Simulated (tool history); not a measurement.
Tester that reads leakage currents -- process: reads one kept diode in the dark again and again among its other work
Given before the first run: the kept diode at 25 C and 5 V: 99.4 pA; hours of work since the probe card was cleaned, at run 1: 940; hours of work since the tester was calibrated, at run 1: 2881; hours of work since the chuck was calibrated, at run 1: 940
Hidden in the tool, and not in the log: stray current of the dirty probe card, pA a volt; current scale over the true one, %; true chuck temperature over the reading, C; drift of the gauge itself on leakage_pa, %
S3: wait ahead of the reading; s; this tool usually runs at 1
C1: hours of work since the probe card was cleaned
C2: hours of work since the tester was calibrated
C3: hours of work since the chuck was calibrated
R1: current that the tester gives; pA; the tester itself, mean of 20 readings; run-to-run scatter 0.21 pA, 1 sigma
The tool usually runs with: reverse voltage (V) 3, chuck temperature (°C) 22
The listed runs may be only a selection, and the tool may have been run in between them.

Run 1, day 0: usual settings; C1 940; C2 2881; C3 940. Result: R1 77.38 pA.
Run 2, day 4.8: usual settings; C1 1026; C2 2967; C3 1026. Result: R1 78.63 pA.
Run 3, day 10.804: usual settings; C1 1134; C2 3074; C3 1134. Result: R1 79.47 pA.
Run 4, day 14.388: usual settings; C1 1198; C2 3139; C3 1198. Result: R1 80.42 pA.
Run 5, day 18.954: usual settings; C1 1279; C2 3220; C3 1279. Result: R1 80.92 pA.
Run 6, day 24.958: usual settings; C1 1387; C2 3328; C3 1387. Result: R1 82.13 pA.
Run 7, day 28.688: usual settings; C1 1454; C2 3395; C3 1454. Result: R1 82.79 pA.
Run 8, day 31.392: usual settings but reverse voltage (V) 3.58; C1 1502; C2 3443; C3 1502. Result: R1 89.41 pA.
Run 9, day 34.425: usual settings but reverse voltage (V) 3.58; C1 1557; C2 3497; C3 1557. Result: R1 89.58 pA.
Run 10, day 38.792: usual settings but reverse voltage (V) 3.58; C1 1635; C2 3576; C3 1635. Result: R1 90.42 pA.
At day 41.479: chuck's temperature calibrated.
Run 11, day 42.867: usual settings but reverse voltage (V) 3.58; C1 1706; C2 3647; C3 25. Result: R1 75.79 pA.
Run 12, day 47.962: usual settings but reverse voltage (V) 3.58; C1 1797; C2 3738; C3 116. Result: R1 76.92 pA.
Run 13, day 53.288: usual settings but reverse voltage (V) 3.58; C1 1893; C2 3834; C3 211. Result: R1 77.75 pA.
Run 14, day 56.896: usual settings but reverse voltage (V) 1.83, chuck temperature (°C) 45, S3 0.38 s; C1 1957; C2 3898; C3 276. Result: R1 343.1 pA.
Run 15, day 60.742: usual settings but reverse voltage (V) 2.73, chuck temperature (°C) 45, S3 1.76 s; C1 2026; C2 3967; C3 345. Result: R1 389.79 pA.
Run 16, day 65.879: usual settings but reverse voltage (V) 2.73, chuck temperature (°C) 45, S3 1.76 s; C1 2118; C2 4059; C3 437. Result: R1 393.21 pA.
At day 68.204: probe card cleaned and baked.
Run 17, day 70.967: usual settings but reverse voltage (V) 6.24, chuck temperature (°C) 40, S3 2.6 s; C1 50; C2 4148; C3 526. Result: R1 354.95 pA.
Run 18, day 74.192: usual settings but reverse voltage (V) 6.53, chuck temperature (°C) 24; C1 107; C2 4206; C3 584. Result: R1 108.48 pA.
Run 19, day 77.4: usual settings but reverse voltage (V) 6.53, chuck temperature (°C) 24; C1 165; C2 4263; C3 641. Result: R1 109.96 pA.
Run 20, day 83.588: usual settings but reverse voltage (V) 7.67, chuck temperature (°C) 52, S3 2.42 s; C1 275; C2 4374; C3 752. Result: R1 901.98 pA.
Run 21, day 86.379: usual settings but reverse voltage (V) 8.58, chuck temperature (°C) 52, S3 0.47 s; C1 325; C2 4424; C3 802. Result: R1 931.94 pA.
Run 22, day 89.704: usual settings but reverse voltage (V) 8.58, chuck temperature (°C) 52, S3 1.32 s; C1 385; C2 4484; C3 861. Result: R1 942.19 pA.
Run 23, day 94.592: usual settings but reverse voltage (V) 8.58, chuck temperature (°C) 52, S3 1.32 s; C1 473; C2 4571; C3 949. Result: R1 947.89 pA.
Run 24, day 100.129: usual settings but reverse voltage (V) 2.75, S3 0.79 s; C1 572; C2 4670; C3 1048. Result: R1 74.94 pA.
Run 25, day 105.388: usual settings but reverse voltage (V) 2.75, S3 0.79 s; C1 666; C2 4764; C3 1142. Result: R1 76.21 pA.
Run 26, day 108.992: usual settings but reverse voltage (V) 12.53, chuck temperature (°C) 36, S3 0.79 s; C1 730; C2 4829; C3 1207. Result: R1 361.05 pA.

3 ways to go on from here, each from the tool as it stands after run 26. What would each give?
At day 111.312: tester calibrated.
Run A, day 114.654: usual settings but reverse voltage (V) 12.53, chuck temperature (°C) 36, S3 1.64 s; C1 830; C2 60; C3 1307. Result: R1 ?.
At day 111.312: tester calibrated.
Run B, day 114.654: usual settings but reverse voltage (V) 18.05, chuck temperature (°C) 59, S3 0.73 s; C1 830; C2 60; C3 1307. Result: R1 ?.
At day 111.312: tester calibrated.
Run C, day 114.654: usual settings but reverse voltage (V) 11.62, chuck temperature (°C) 26, S3 3.59 s; C1 830; C2 60; C3 1307. Result: R1 ?.

run       R1
  A   358.86
  B  1918.52
  C   165.85
Stripped of hidden state, with their random variation kept, the same runs would have yielded:
run       R1
  A   312.62
  B  1724.04
  C   140.27
